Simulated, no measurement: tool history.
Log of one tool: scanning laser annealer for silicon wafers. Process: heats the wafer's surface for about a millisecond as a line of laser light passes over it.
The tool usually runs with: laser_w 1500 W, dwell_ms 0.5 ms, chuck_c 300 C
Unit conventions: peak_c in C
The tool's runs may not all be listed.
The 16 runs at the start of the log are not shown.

| run | hour | laser_w | dwell_ms | chuck_c | hours of work since the window was cleaned | hours of work since the power meter was calibrated | hours of work since the optics were aligned | peak_c |
|---|---|---|---|---|---|---|---|---|
| 17 | 274.6 | 1500 | 0.5 | 305 | 202 | 281 | 410 | 1020 |
| 18 | 298.4 | 1500 | 0.5 | 331 | 217 | 296 | 425 | 1047 |
| 19 | 310.4 | 1500 | 0.413 | 300 | 225 | 304 | 433 | 947 |
| 20 | 321.6 | 1366 | 0.485 | 334 | 232 | 311 | 440 | 959 |
| 21 | 336.3 | 1378 | 0.5 | 320 | 242 | 321 | 450 | 962 |
| 22 | 354.7 | 1504 | 0.407 | 275 | 253 | 332 | 461 | 913 |
| 23 | 379.6 | 1614 | 0.5 | 300 | 269 | 348 | 477 | 1076 |
| 24 | 403.1 | 1371 | 0.5 | 306 | 284 | 363 | 492 | 939 |
| 25 | 415.5 | 1371 | 0.5 | 306 | 292 | 371 | 500 | 937 |
| 26 | 436.9 | 1507 | 0.5 | 333 | 306 | 385 | 514 | 1039 |
| 27 | 448.8 | 1507 | 0.5 | 333 | 314 | 392 | 521 | 1038 |
| 28 | 461 | 1507 | 0.5 | 333 | 321 | 400 | 529 | 1039 |
| 29 | 476.1 | 1507 | 0.577 | 333 | 331 | 410 | 539 | 1092 |
| 30 | 499.7 | 1500 | 0.611 | 300 | 346 | 425 | 554 | 1078 |
| 31 | 516.3 | 1500 | 0.367 | 272 | 357 | 436 | 565 | 866 |
| 32 | 533.1 | 1451 | 0.5 | 264 | 367 | 446 | 575 | 934 |
| 33 | 549.8 | 1500 | 0.413 | 300 | 378 | 457 | 586 | 927 |
| 34 | 569.1 | 1617 | 0.563 | 300 | 390 | 469 | 598 | 1107 |
| 35 | 579.6 | 1617 | 0.521 | 300 | 397 | 476 | 605 | 1082 |
| 36 | 595.8 | 1511 | 0.521 | 302 | 407 | 486 | 615 | 1015 |
| 37 | 610.1 | 1481 | 0.5 | 300 | 417 | 495 | 624 | 978 |
| 38 | 635 | 1280 | 0.532 | 299 | 433 | 511 | 640 | 883 |

Branching from run 38: 5 alternative next runs. What would each branch give?
|  | 649.9 | window over the wafer cleaned |
| A | 652.9 | 1500 | 0.5 | 316 | 2 | 521 | 650 | ? |
|  | 649.9 | window over the wafer cleaned |
| B | 652.9 | 1373 | 0.574 | 311 | 2 | 521 | 650 | ? |
|  | 649.9 | window over the wafer cleaned |
| C | 652.9 | 1356 | 0.441 | 277 | 2 | 521 | 650 | ? |
|  | 649.9 | window over the wafer cleaned |
| D | 652.9 | 1498 | 0.534 | 263 | 2 | 521 | 650 | ? |
|  | 649.9 | window over the wafer cleaned |
| E | 652.9 | 1537 | 0.532 | 271 | 2 | 521 | 650 | ? |

| run | peak_c |
|---|---|
| A | 1059 |
| B | 1028 |
| C | 891 |
| D | 1028 |
| E | 1061 |
What these runs would have given with no unlogged condition in the tool:
| run | peak_c |
|---|---|
| A | 1065 |
| B | 1034 |
| C | 896 |
| D | 1034 |
| E | 1067 |
